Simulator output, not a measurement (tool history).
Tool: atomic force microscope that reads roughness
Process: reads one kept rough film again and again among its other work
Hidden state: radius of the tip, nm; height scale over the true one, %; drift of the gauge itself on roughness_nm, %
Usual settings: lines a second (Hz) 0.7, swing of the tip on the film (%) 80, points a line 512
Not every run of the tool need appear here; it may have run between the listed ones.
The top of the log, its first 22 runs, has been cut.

run   hour  lines a second (Hz)  swing of the tip on the film (%)  points a line  pictures with this tip  hours of work since the height scale was calibrated  roughness of the kept film (nm (root mean square))
 23  293.4                  0.7                                60            519                     158                                                   13                                               2.695
 24  306.3                  0.7                                60            519                     176                                                   22                                               2.612
 25  321.7                  0.7                                68            512                     199                                                   33                                               2.517
 26  336.8                  0.7                                68            512                     221                                                   43                                               2.409
 27  345.7                0.528                                80            350                     234                                                   50                                               2.343
 28  364.7                1.009                                80            429                     262                                                   63                                               2.204
 29  373.8                1.943                                78            392                     275                                                   69                                               2.104
 30  383.1                0.973                                80            452                     289                                                   75                                               2.106
 31  396.6                0.973                                80            360                     309                                                   85                                               2.037
 32  414.3                2.501                                58            512                     334                                                   97                                               2.033
 33  429.9                2.501                                58            512                     357                                                  108                                               1.959
     432.2  -- new tip fitted
 34  449.9                0.504                                69            553                      26                                                  122                                               3.414
 35  461.9                1.421                                58            512                      43                                                  130                                               3.305
 36  479.4                1.421                                58            399                      69                                                  142                                               3.101
 37  495.8                1.658                                82            730                      93                                                  153                                               2.813
 38  512.9                1.658                                82            730                     118                                                  165                                               2.666
 39  523.8                3.434                                76            966                     134                                                  173                                               2.492
 40  542.7                  0.8                                59            896                     162                                                  186                                               2.671
 41  556.1                  0.8                                59            896                     181                                                  195                                               2.595
 42  570.3                  0.8                                59            896                     202                                                  205                                               2.497

Predict each of these 3 candidate next runs independently; none follows another, all start after run 42:
  A  586.1                0.567                                59            941                     225                                                  216                                                   ?
  B  586.1                  0.8                                59            431                     225                                                  216                                                   ?
  C  586.1                0.962                                82            478                     225                                                  216                                                   ?

run  roughness of the kept film (nm (root mean square))
  A                                               2.416
  B                                               2.391
  C                                               2.317
With no hidden state in the tool, these same runs would have given:
run  roughness of the kept film (nm (root mean square))
  A                                               3.692
  B                                               3.655
  C                                               3.545

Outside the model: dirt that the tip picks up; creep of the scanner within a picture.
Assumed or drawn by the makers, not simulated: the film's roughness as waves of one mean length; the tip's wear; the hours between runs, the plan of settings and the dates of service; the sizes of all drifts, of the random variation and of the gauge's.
